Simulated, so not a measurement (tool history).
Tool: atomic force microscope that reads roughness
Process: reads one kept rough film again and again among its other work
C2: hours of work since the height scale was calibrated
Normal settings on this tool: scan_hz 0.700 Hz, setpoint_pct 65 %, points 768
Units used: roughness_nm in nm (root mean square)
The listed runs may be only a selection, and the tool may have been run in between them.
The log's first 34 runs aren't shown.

run 35 hour=358.7 | scan_hz=1.098 setpoint_pct=86 points=915 | pictures_with_this_tip=229 C2=371 | roughness_nm=1.165
run 36 hour=364.9 | scan_hz=1.098 setpoint_pct=86 points=915 | pictures_with_this_tip=236 C2=374 | roughness_nm=1.158
-- hour=366.9 new tip fitted
run 37 hour=373.6 | scan_hz=2.827 setpoint_pct=60 points=745 | pictures_with_this_tip=7 C2=378 | roughness_nm=1.701
run 38 hour=387.1 | scan_hz=2.827 setpoint_pct=60 points=745 | pictures_with_this_tip=22 C2=384 | roughness_nm=1.655
run 39 hour=400.2 | scan_hz=2.827 setpoint_pct=78 points=659 | pictures_with_this_tip=37 C2=391 | roughness_nm=1.435
run 40 hour=408.6 | scan_hz=2.827 setpoint_pct=78 points=659 | pictures_with_this_tip=47 C2=395 | roughness_nm=1.411
run 41 hour=414.7 | scan_hz=2.848 setpoint_pct=76 points=659 | pictures_with_this_tip=54 C2=397 | roughness_nm=1.418
run 42 hour=427.9 | scan_hz=2.848 setpoint_pct=76 points=659 | pictures_with_this_tip=69 C2=404 | roughness_nm=1.377
run 43 hour=440.5 | scan_hz=3.526 setpoint_pct=65 points=275 | pictures_with_this_tip=83 C2=410 | roughness_nm=1.388
run 44 hour=453.1 | scan_hz=1.469 setpoint_pct=75 points=303 | pictures_with_this_tip=97 C2=416 | roughness_nm=1.417
run 45 hour=462.5 | scan_hz=2.885 setpoint_pct=59 points=327 | pictures_with_this_tip=108 C2=420 | roughness_nm=1.427
run 46 hour=468.5 | scan_hz=3.100 setpoint_pct=68 points=549 | pictures_with_this_tip=115 C2=423 | roughness_nm=1.334
run 47 hour=477.5 | scan_hz=1.283 setpoint_pct=68 points=415 | pictures_with_this_tip=125 C2=427 | roughness_nm=1.412
run 48 hour=486.2 | scan_hz=3.854 setpoint_pct=78 points=768 | pictures_with_this_tip=135 C2=431 | roughness_nm=1.159
run 49 hour=498.1 | scan_hz=3.854 setpoint_pct=78 points=768 | pictures_with_this_tip=149 C2=437 | roughness_nm=1.138
run 50 hour=512.2 | scan_hz=0.700 setpoint_pct=62 points=542 | pictures_with_this_tip=165 C2=444 | roughness_nm=1.402

Alternative continuations, all from the tool just after run 50; predict every row:
run A hour=520.2 | scan_hz=0.661 setpoint_pct=62 points=852 | pictures_with_this_tip=174 C2=448 | roughness_nm=?
run B hour=520.2 | scan_hz=1.728 setpoint_pct=62 points=359 | pictures_with_this_tip=174 C2=448 | roughness_nm=?
run C hour=520.2 | scan_hz=1.646 setpoint_pct=58 points=269 | pictures_with_this_tip=174 C2=448 | roughness_nm=?
run D hour=520.2 | scan_hz=0.682 setpoint_pct=78 points=542 | pictures_with_this_tip=174 C2=448 | roughness_nm=?

run=A roughness_nm=1.369
run=B roughness_nm=1.327
run=C roughness_nm=1.320
run=D roughness_nm=1.324
Without the tool's hidden state the same runs would have given:
run=A roughness_nm=1.797
run=B roughness_nm=1.737
run=C roughness_nm=1.729
run=D roughness_nm=1.739

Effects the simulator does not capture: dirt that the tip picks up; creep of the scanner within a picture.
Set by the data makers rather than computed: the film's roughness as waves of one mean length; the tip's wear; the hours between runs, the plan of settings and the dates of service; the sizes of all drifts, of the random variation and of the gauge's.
